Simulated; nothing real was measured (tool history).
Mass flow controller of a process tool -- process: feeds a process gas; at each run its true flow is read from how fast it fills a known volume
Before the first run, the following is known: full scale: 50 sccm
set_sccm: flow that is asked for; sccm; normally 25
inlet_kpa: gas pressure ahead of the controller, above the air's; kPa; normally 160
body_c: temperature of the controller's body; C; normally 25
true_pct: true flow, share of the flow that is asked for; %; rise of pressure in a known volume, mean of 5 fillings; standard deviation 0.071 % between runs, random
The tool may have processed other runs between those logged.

Run 1, hour 0.0: usual settings. Result: true_pct 99.83 %.
Run 2, hour 460.0: usual settings. Result: true_pct 99.92 %.
Run 3, hour 904.6: usual settings. Result: true_pct 99.88 %.
Run 4, hour 1117.4: usual settings. Result: true_pct 100.05 %.
Run 5, hour 1328.2: usual settings. Result: true_pct 100.16 %.
Run 6, hour 1572.3: usual settings. Result: true_pct 100.20 %.
Run 7, hour 1993.5: usual settings but set_sccm 7 sccm. Result: true_pct 100.59 %.
Run 8, hour 2442.6: usual settings but inlet_kpa 144 kPa, body_c 21 C. Result: true_pct 100.57 %.
Run 9, hour 2718.1: usual settings but set_sccm 28 sccm, inlet_kpa 232 kPa, body_c 28 C. Result: true_pct 99.69 %.
Run 10, hour 2961.9: usual settings but set_sccm 15 sccm, inlet_kpa 272 kPa, body_c 28 C. Result: true_pct 99.42 %.
Run 11, hour 3412.9: usual settings but set_sccm 15 sccm, inlet_kpa 272 kPa, body_c 28 C. Result: true_pct 99.45 %.

The same runs without the tool's hidden state, with the same run-to-run variation:
What the log doesn't record here: flow at rest that the sensor doesn't see, % of full scale; true flow over the shown one, %; drift of the gauge itself on true_pct, %.
run  true_pct
  1     99.73
  2     99.74
  3     99.61
  4     99.73
  5     99.80
  6     99.79
  7     99.34
  8     99.97
  9     99.07
 10     98.47
 11     98.39

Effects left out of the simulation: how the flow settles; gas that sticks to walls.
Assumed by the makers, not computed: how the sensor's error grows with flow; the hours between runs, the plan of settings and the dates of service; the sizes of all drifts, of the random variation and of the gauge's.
